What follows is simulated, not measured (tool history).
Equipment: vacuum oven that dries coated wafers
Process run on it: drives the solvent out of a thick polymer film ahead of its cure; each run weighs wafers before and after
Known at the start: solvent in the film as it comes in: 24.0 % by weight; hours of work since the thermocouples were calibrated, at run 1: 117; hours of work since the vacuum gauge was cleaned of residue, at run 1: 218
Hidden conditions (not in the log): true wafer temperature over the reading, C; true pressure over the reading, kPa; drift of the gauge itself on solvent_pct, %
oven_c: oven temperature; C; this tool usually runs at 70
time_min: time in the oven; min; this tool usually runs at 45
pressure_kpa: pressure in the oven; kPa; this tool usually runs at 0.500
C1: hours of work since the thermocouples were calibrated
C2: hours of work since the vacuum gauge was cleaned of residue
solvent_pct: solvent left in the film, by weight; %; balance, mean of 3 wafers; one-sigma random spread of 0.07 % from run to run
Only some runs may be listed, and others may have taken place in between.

Run 1, hour 0.0: usual settings; C1 117; C2 218. Result: solvent_pct 4.82 %.
Run 2, hour 14.9: usual settings; C1 124; C2 225. Result: solvent_pct 4.81 %.
Run 3, hour 27.3: usual settings; C1 130; C2 231. Result: solvent_pct 4.92 %.
Run 4, hour 44.4: usual settings; C1 139; C2 240. Result: solvent_pct 4.91 %.
Run 5, hour 66.4: usual settings; C1 149; C2 250. Result: solvent_pct 4.92 %.
Run 6, hour 79.8: usual settings; C1 156; C2 257. Result: solvent_pct 5.06 %.
Run 7, hour 98.8: usual settings but pressure_kpa 1.108 kPa; C1 165; C2 266. Result: solvent_pct 5.27 %.
Run 8, hour 112.9: usual settings; C1 172; C2 273. Result: solvent_pct 5.09 %.
Run 9, hour 128.1: usual settings but pressure_kpa 0.658 kPa; C1 179; C2 280. Result: solvent_pct 4.89 %.
Run 10, hour 145.4: usual settings but oven_c 61 C; C1 187; C2 288. Result: solvent_pct 9.13 %.
Run 11, hour 156.7: usual settings but oven_c 61 C; C1 193; C2 294. Result: solvent_pct 9.10 %.
Run 12, hour 171.9: usual settings but oven_c 61 C; C1 200; C2 301. Result: solvent_pct 9.11 %.
Run 13, hour 194.9: usual settings but oven_c 61 C; C1 211; C2 312. Result: solvent_pct 9.06 %.
Run 14, hour 205.7: usual settings but oven_c 69 C; C1 217; C2 318. Result: solvent_pct 5.28 %.
Run 15, hour 230.2: usual settings but oven_c 69 C; C1 228; C2 329. Result: solvent_pct 5.35 %.
Run 16, hour 250.4: usual settings but oven_c 69 C; C1 238; C2 339. Result: solvent_pct 5.39 %.
At hour 253.6: oven's thermocouples calibrated.
Run 17, hour 274.9: usual settings; C1 10; C2 350. Result: solvent_pct 4.94 %.
Run 18, hour 298.3: usual settings; C1 22; C2 361. Result: solvent_pct 4.93 %.
Run 19, hour 312.2: usual settings; C1 28; C2 368. Result: solvent_pct 5.11 %.
Run 20, hour 328.7: usual settings but oven_c 76 C, time_min 80 min; C1 36; C2 376. Result: solvent_pct 0.66 %.
At hour 345.0: oven's thermocouples calibrated, once more.
Run 21, hour 345.1: usual settings but oven_c 76 C, time_min 80 min; C1 0; C2 383. Result: solvent_pct 0.60 %.
Run 22, hour 360.0: usual settings but oven_c 59 C, time_min 24 min; C1 7; C2 390. Result: solvent_pct 13.88 %.
Run 23, hour 371.8: usual settings but oven_c 59 C, time_min 24 min, pressure_kpa 0.619 kPa; C1 13; C2 396. Result: solvent_pct 13.90 %.
Run 24, hour 391.5: usual settings but oven_c 59 C, time_min 57 min, pressure_kpa 1.143 kPa; C1 22; C2 405. Result: solvent_pct 8.98 %.
Run 25, hour 414.4: usual settings but oven_c 67 C, time_min 25 min, pressure_kpa 0.264 kPa; C1 34; C2 416. Result: solvent_pct 10.46 %.
Run 26, hour 439.9: usual settings but oven_c 75 C, time_min 22 min; C1 46; C2 429. Result: solvent_pct 7.83 %.
Run 27, hour 457.6: usual settings but oven_c 75 C, time_min 22 min; C1 54; C2 437. Result: solvent_pct 7.88 %.
Run 28, hour 480.9: usual settings but oven_c 75 C, time_min 22 min; C1 66; C2 449. Result: solvent_pct 7.78 %.
Run 29, hour 501.4: usual settings but oven_c 75 C, time_min 22 min; C1 76; C2 458. Result: solvent_pct 7.76 %.
Run 30, hour 520.5: usual settings but oven_c 69 C; C1 85; C2 468. Result: solvent_pct 5.45 %.
Run 31, hour 533.5: usual settings but oven_c 59 C, time_min 35 min, pressure_kpa 0.310 kPa; C1 91; C2 474. Result: solvent_pct 11.78 %.
Run 32, hour 557.7: usual settings but oven_c 71 C, time_min 36 min, pressure_kpa 0.382 kPa; C1 103; C2 486. Result: solvent_pct 6.17 %.
Run 33, hour 582.6: usual settings but oven_c 77 C, time_min 26 min, pressure_kpa 0.571 kPa; C1 115; C2 498. Result: solvent_pct 5.86 %.
Run 34, hour 595.0: usual settings but time_min 29 min, pressure_kpa 1.172 kPa; C1 121; C2 504. Result: solvent_pct 8.42 %.
Run 35, hour 605.7: usual settings but oven_c 75 C, time_min 53 min, pressure_kpa 0.903 kPa; C1 126; C2 509. Result: solvent_pct 2.39 %.

Forecast each of these 5 alternatives for the next run:
Run A, hour 617.2: usual settings but oven_c 76 C, time_min 40 min, pressure_kpa 0.525 kPa; C1 131; C2 514. Result: solvent_pct ?.
Run B, hour 617.2: usual settings but oven_c 83 C, time_min 24 min, pressure_kpa 0.903 kPa; C1 131; C2 514. Result: solvent_pct ?.
Run C, hour 617.2: usual settings but oven_c 72 C, time_min 22 min, pressure_kpa 0.903 kPa; C1 131; C2 514. Result: solvent_pct ?.
Run D, hour 617.2: usual settings but oven_c 75 C, time_min 39 min, pressure_kpa 0.903 kPa; C1 131; C2 514. Result: solvent_pct ?.
Run E, hour 617.2: usual settings but time_min 37 min; C1 131; C2 514. Result: solvent_pct ?.

run  solvent_pct
  A         3.43
  B         4.00
  C         9.20
  D         4.01
  E         6.44
The same runs, with their run-to-run variation unchanged, on a tool lacking any hidden condition would have given:
run  solvent_pct
  A         3.27
  B         3.85
  C         9.02
  D         3.84
  E         6.24

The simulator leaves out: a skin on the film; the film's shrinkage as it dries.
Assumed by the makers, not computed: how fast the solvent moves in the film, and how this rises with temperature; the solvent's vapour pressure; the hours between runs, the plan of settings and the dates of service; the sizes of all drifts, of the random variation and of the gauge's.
